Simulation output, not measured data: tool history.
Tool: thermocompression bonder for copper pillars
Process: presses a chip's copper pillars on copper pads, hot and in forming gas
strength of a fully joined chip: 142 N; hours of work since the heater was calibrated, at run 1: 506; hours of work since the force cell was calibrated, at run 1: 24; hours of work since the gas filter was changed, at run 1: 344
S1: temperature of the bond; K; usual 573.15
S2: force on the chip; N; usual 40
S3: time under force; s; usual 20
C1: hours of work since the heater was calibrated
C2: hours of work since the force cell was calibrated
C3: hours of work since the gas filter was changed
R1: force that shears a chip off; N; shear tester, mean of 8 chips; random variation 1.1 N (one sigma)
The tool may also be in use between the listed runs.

Run 1, hour 0.0: usual settings; C1 506; C2 24; C3 344. Result: R1 99.5 N.
Run 2, hour 19.9: usual settings; C1 521; C2 40; C3 359. Result: R1 98.6 N.
Run 3, hour 36.0: usual settings; C1 534; C2 52; C3 371. Result: R1 99.2 N.
Run 4, hour 50.7: usual settings; C1 545; C2 64; C3 383. Result: R1 99.2 N.
Run 5, hour 70.4: usual settings; C1 560; C2 79; C3 398. Result: R1 99.1 N.
Run 6, hour 88.7: usual settings; C1 575; C2 93; C3 412. Result: R1 100.2 N.
At hour 108.4: forming gas filter changed.
Run 7, hour 112.8: usual settings; C1 593; C2 111; C3 3. Result: R1 100.3 N.
Run 8, hour 133.2: usual settings; C1 609; C2 127; C3 19. Result: R1 97.9 N.
Run 9, hour 160.7: usual settings but S1 568.15 K, S2 49 N; C1 630; C2 149; C3 41. Result: R1 106.7 N.
Run 10, hour 178.3: usual settings but S1 569.15 K, S2 27 N; C1 644; C2 162; C3 54. Result: R1 79.5 N.
Run 11, hour 207.0: usual settings but S1 569.15 K, S2 27 N; C1 666; C2 185; C3 77. Result: R1 80.5 N.
Run 12, hour 236.2: usual settings but S1 569.15 K, S2 27 N; C1 689; C2 207; C3 99. Result: R1 80.0 N.
Run 13, hour 261.8: usual settings but S1 569.15 K, S2 27 N; C1 709; C2 227; C3 119. Result: R1 78.4 N.
Run 14, hour 279.8: usual settings but S1 600.15 K, S2 35 N; C1 723; C2 241; C3 133. Result: R1 111.0 N.
Run 15, hour 300.5: usual settings but S2 46 N, S3 22 s; C1 739; C2 257; C3 149. Result: R1 108.0 N.
Run 16, hour 325.4: usual settings but S2 46 N, S3 22 s; C1 758; C2 276; C3 168. Result: R1 107.9 N.

How the hidden state differs across the entries between the runs, from the last listed run before each to the first after it:
Between runs 6 and 7: forming gas filter changed (hour 108.4)
  oxide that the forming gas leaves, % of the face: 0.93 -> 0.51
